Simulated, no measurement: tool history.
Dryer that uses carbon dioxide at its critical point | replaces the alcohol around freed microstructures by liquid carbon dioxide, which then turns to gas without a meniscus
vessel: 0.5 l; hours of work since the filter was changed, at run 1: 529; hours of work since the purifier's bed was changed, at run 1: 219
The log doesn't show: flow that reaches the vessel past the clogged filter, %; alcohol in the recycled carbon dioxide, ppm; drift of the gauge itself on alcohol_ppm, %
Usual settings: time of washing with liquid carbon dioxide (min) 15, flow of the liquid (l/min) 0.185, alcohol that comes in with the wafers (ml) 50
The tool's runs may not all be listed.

| run | hour | time of washing with liquid carbon dioxide (min) | flow of the liquid (l/min) | alcohol that comes in with the wafers (ml) | hours of work since the filter was changed | hours of work since the purifier's bed was changed | alcohol left in the vessel before it's heated (ppm by volume) |
|---|---|---|---|---|---|---|---|
| 1 | 0.0 | 15 | 0.185 | 50 | 529 | 219 | 2812 |
| 2 | 20.3 | 15 | 0.185 | 77 | 542 | 233 | 4242 |
| 3 | 51.1 | 15 | 0.185 | 50 | 563 | 254 | 2954 |
| 4 | 66.6 | 15 | 0.173 | 50 | 574 | 264 | 3694 |
|  | 79.2 | inlet filter changed |
| 5 | 93.2 | 15 | 0.185 | 50 | 9 | 281 | 1507 |
| 6 | 114.1 | 15 | 0.185 | 50 | 24 | 295 | 1497 |
| 7 | 135.4 | 23 | 0.185 | 50 | 38 | 310 | 223 |
| 8 | 156.6 | 15 | 0.185 | 50 | 52 | 324 | 1542 |
| 9 | 173.6 | 17 | 0.185 | 50 | 64 | 336 | 936 |
| 10 | 205.3 | 17 | 0.185 | 50 | 85 | 357 | 970 |
| 11 | 233.8 | 23 | 0.294 | 37 | 104 | 376 | 72 |
| 12 | 266.3 | 9 | 0.283 | 21 | 126 | 398 | 1102 |
| 13 | 291.9 | 16 | 0.117 | 21 | 144 | 416 | 2765 |
| 14 | 312.4 | 15 | 0.185 | 21 | 158 | 429 | 834 |
| 15 | 332.8 | 15 | 0.185 | 21 | 171 | 443 | 814 |
| 16 | 351.6 | 15 | 0.272 | 25 | 184 | 456 | 228 |
| 17 | 377.3 | 15 | 0.272 | 25 | 201 | 473 | 235 |
| 18 | 396.2 | 15 | 0.272 | 25 | 214 | 486 | 243 |
| 19 | 415.0 | 11 | 0.299 | 44 | 227 | 499 | 879 |

3 ways to go on from here, each from the tool as it stands after run 19. What would each give?
| A | 431.6 | 14 | 0.257 | 65 | 238 | 510 | ? |
| B | 431.6 | 11 | 0.299 | 41 | 238 | 510 | ? |
| C | 431.6 | 17 | 0.131 | 50 | 238 | 510 | ? |

| run | alcohol left in the vessel before it's heated (ppm by volume) |
|---|---|
| A | 886 |
| B | 885 |
| C | 4164 |
Without the tool's hidden state the same runs would have given:
| run | alcohol left in the vessel before it's heated (ppm by volume) |
|---|---|
| A | 524 |
| B | 548 |
| C | 3153 |

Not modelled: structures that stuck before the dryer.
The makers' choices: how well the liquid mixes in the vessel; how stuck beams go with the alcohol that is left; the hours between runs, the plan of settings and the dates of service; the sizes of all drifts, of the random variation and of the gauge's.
